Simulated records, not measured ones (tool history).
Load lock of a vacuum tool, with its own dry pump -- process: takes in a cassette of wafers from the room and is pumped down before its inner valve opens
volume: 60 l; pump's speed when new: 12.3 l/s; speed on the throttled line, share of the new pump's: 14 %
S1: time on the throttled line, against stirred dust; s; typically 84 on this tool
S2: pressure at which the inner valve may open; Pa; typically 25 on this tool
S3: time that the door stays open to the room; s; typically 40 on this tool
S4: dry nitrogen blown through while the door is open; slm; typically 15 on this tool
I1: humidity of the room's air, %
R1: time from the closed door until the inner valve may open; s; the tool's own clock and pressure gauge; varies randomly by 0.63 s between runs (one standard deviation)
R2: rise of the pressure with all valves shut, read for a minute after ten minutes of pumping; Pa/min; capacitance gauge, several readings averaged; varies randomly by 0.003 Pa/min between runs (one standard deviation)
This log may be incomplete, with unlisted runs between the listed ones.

run	day	S1	S2	S3	S4	I1	R1	R2
1	0	84	25	40	15	44.2	113.9	0.251
2	5.067	84	25	40	15	41.9	113.9	0.254
3	8.504	84	25	40	15	47.1	112.6	0.259
4	12.962	84	25	40	15	42.9	112.8	0.263
5	20.904	84	25	40	15	42.4	113.6	0.285
6	27.571	59	25	40	15	46.2	91.3	0.282
7	31.688	59	25	40	15	44.9	93	0.301
8	39.592	59	19	40	15	47.1	93.6	0.31
9	47.333	59	19	40	15	43	94.3	0.314
10	51.404	59	19	40	15	48.2	94.1	0.33
11	59.15	59	19	40	15	43.8	95.6	0.343
12	64.3	59	19	40	15	42.7	94.2	0.343
13	68.192	59	19	40	15	44.3	94.7	0.35
14	75.346	59	19	40	15	45.9	94.8	0.373
15	82.217	59	19	40	15	44	94.4	0.378
16	87.204	59	19	40	15	46.6	94.8	0.38
17	93.125	59	19	40	15	46.1	94.4	0.392
18	99.625	59	19	40	15	47.2	94.7	0.402
19	104.704	135	25	45	24	44.4	158	0.411
20	108.9	96	25	40	15	43.6	125.9	0.424
21	115.817	88	36	40	15	50	115.6	0.435
22	120.129	59	36	234	15	44.9	92.4	0.491
23	127.067	59	36	234	15	43.4	92.4	0.497
24	132.096	59	36	234	15	43.1	92.1	0.503
25	137.629	49	25	40	15	47.5	85.3	0.468
26	142.783	49	25	40	15	44.1	86.6	0.483
27	146.821	49	50	40	15	43.2	82.1	0.498
28	151.175	57	26	40	15	43.3	93.1	0.498
29	158.55	150	37	40	15	38.6	169.3	0.51
30	165.917	150	45	40	20	43.9	167.8	0.53
31	169.775	163	45	40	30	44	178.8	0.531
32	177.829	143	25	40	15	47.9	166.6	0.555
33	185.417	88	37	44	15	43.3	117.7	0.568

Some steps in R1, run to run, broken into two amounts with sign: the step expected even without the hidden condition (settings, incoming material, random variation), and the rest, left for the hidden condition together with whatever gauge scatter is not in both the measured and the hidden-condition-free result:
The hidden state here: pump's speed, % of a new pump's; leak at the door's seal, Pa l/s; drift of the gauge itself on ready_s, %; drift of the gauge itself on rise_pa_min, %.
Run 18 -> 19: S1 59 -> 135, S2 19 -> 25, S3 40 -> 45, S4 15 -> 24. R1 +63.3 s: hidden state -0.7, all else +64.
Run 28 -> 29: S1 57 -> 150, S2 26 -> 37. R1 +76.2 s: hidden state -1.4, all else +77.6.
Run 32 -> 33: S1 143 -> 88, S2 25 -> 37, S3 40 -> 44. R1 -48.9 s: hidden state +1, all else -49.9.
